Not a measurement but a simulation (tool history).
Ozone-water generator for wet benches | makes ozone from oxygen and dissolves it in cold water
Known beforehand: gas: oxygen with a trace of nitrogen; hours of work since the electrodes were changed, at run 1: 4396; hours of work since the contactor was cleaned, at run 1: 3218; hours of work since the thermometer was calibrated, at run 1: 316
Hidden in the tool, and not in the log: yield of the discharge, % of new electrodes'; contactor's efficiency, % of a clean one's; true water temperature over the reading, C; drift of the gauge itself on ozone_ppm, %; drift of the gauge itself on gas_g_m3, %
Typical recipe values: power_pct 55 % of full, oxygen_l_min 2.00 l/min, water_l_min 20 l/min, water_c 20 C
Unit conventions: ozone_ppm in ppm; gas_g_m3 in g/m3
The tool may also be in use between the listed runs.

run    hour  power_pct  oxygen_l_min  water_l_min  water_c  hours of work since the electrodes were changed  hours of work since the contactor was cleaned  hours of work since the thermometer was calibrated  ozone_ppm  gas_g_m3
  1     0.0         55          2.00           20       20                                             4396                                           3218                                                 316       12.1     201.0
  2   139.0         55          2.00           20       20                                             4514                                           3337                                                 434       12.4     199.8
  3   231.8         55          2.00           20       13                                             4593                                           3416                                                 513       12.7     199.7
  4   312.6         55          2.00           20       13                                             4662                                           3484                                                 582       13.1     201.1
  5   419.5         55          2.00           20       13                                             4753                                           3575                                                 673       12.7     200.8
  6   525.4         55          2.00           20       13                                             4843                                           3665                                                 763       12.7     198.8
  7   656.0         64          2.00           20       13                                             4954                                           3777                                                 874       14.1     217.6
  8   752.1         55          2.00           20       12                                             5036                                           3858                                                 956       12.8     198.8
  9   929.5         55          2.00           20       20                                             5187                                           4009                                                1107       12.2     198.1
 10  1117.2         55          1.95           20       20                                             5347                                           4169                                                1267       12.2     201.0
     1134.4  -- contactor cleaned
 11  1268.8         55          1.95           23       20                                             5472                                            114                                                1393       10.4     201.0
 12  1446.4         62          3.23           20       17                                             5624                                            266                                                1544       15.7     180.8
 13  1557.8         55          2.00           20       17                                             5718                                            360                                                1639       12.5     200.6
 14  1637.2         55          2.00           20       17                                             5786                                            428                                                1706       12.6     200.1
 15  1813.5         55          2.00           20       17                                             5936                                            578                                                1856       12.2     200.2
 16  1961.4         63          2.00           18       15                                             6062                                            704                                                1982       15.5     216.6
 17  2149.6         44          1.12           31       13                                             6222                                            864                                                2142        5.1     218.7
 18  2229.9         44          1.12           31       13                                             6290                                            932                                                2211        5.1     217.0
 19  2373.2         44          1.12           31       13                                             6412                                           1054                                                2333        5.0     217.2
 20  2555.6         55          1.10           20       20                                             6568                                           1210                                                2488        9.6     248.3
 21  2706.5         55          1.10           20       15                                             6696                                           1338                                                2616        9.8     247.2
 22  2832.8         74          1.84           30       16                                             6804                                           1446                                                2724        9.0     244.9

5 ways to go on from here, each from the tool as it stands after run 22. What would each give?
  A  2928.8         55          2.86           24       26                                             6885                                           1527                                                2806          ?         ?
  B  2928.8         55          1.61           20       20                                             6885                                           1527                                                2806          ?         ?
  C  2928.8         46          1.84           30       16                                             6885                                           1527                                                2806          ?         ?
  D  2928.8         52          1.84           30       28                                             6885                                           1527                                                2806          ?         ?
  E  2928.8         51          2.00           20       20                                             6885                                           1527                                                2806          ?         ?

run  ozone_ppm  gas_g_m3
  A       10.9     175.0
  B       11.2     215.5
  C        6.9     184.9
  D        7.1     198.0
  E       11.5     190.9
Stripped of hidden state, with their random variation kept, the same runs would have yielded:
run  ozone_ppm  gas_g_m3
  A       10.9     175.3
  B       11.3     215.9
  C        6.9     185.3
  D        7.1     198.4
  E       11.5     191.3

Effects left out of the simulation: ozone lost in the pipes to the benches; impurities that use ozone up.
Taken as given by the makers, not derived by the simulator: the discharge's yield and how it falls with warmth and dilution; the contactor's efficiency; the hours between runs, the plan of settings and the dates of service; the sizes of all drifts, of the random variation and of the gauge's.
